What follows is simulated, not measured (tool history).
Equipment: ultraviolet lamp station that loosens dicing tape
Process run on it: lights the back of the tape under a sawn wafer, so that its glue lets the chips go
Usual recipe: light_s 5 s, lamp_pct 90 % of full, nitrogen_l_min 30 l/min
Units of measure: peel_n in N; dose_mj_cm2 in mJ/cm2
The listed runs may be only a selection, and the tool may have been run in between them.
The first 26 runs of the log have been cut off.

run    hour  light_s  lamp_pct  nitrogen_l_min  hours of work of the lamp  hours of work since the window was cleaned  peel_n  dose_mj_cm2
 27  1436.0        8        84              17                        225                                         378   0.248          446
     1480.9  -- window cleaned of glue's vapour
 28  1509.4        4        75              35                        267                                          17   0.417          233
 29  1571.3        2        71              47                        303                                          53   1.023          108
 30  1605.3        2        71              47                        323                                          72   1.063          105
 31  1661.1        2        68              13                        355                                         105   1.674           99
 32  1722.8        2        68              13                        391                                         141   1.684           98
 33  1761.6        2        90              30                        414                                         163   1.065          128
 34  1802.3        5        79              33                        437                                         187   0.333          272
 35  1868.6        5        79              33                        476                                         225   0.372          260
 36  1914.7        3        63              30                        503                                         252   1.059          128
 37  1962.6        3        76              30                        531                                         280   0.912          144
 38  2029.2        3        90              29                        569                                         319   0.766          165
 39  2087.3        5        90              22                        603                                         353   0.432          268
 40  2164.3        4        81              19                        648                                         397   0.817          188
     2177.2  -- window cleaned of glue's vapour
 41  2223.4        5        83              31                        682                                          27   0.314          282
 42  2271.4        5        96              21                        710                                          55   0.350          324
 43  2307.8        5        82              32                        731                                          76   0.359          272

Below are 4 alternative next runs, each starting from the tool's condition after run 43. Predict each:
  A  2379.5        5        90              21                        773                                         118       ?            ?
  B  2379.5        4        78              34                        773                                         118       ?            ?
  C  2379.5        3        82              32                        773                                         118       ?            ?
  D  2379.5        5        66              30                        773                                         118       ?            ?

run  peel_n  dose_mj_cm2
  A   0.422          287
  B   0.525          196
  C   0.800          152
  D   0.553          210
With no hidden state in the tool, these same runs would have given:
run  peel_n  dose_mj_cm2
  A   0.275          382
  B   0.339          262
  C   0.538          203
  D   0.360          280
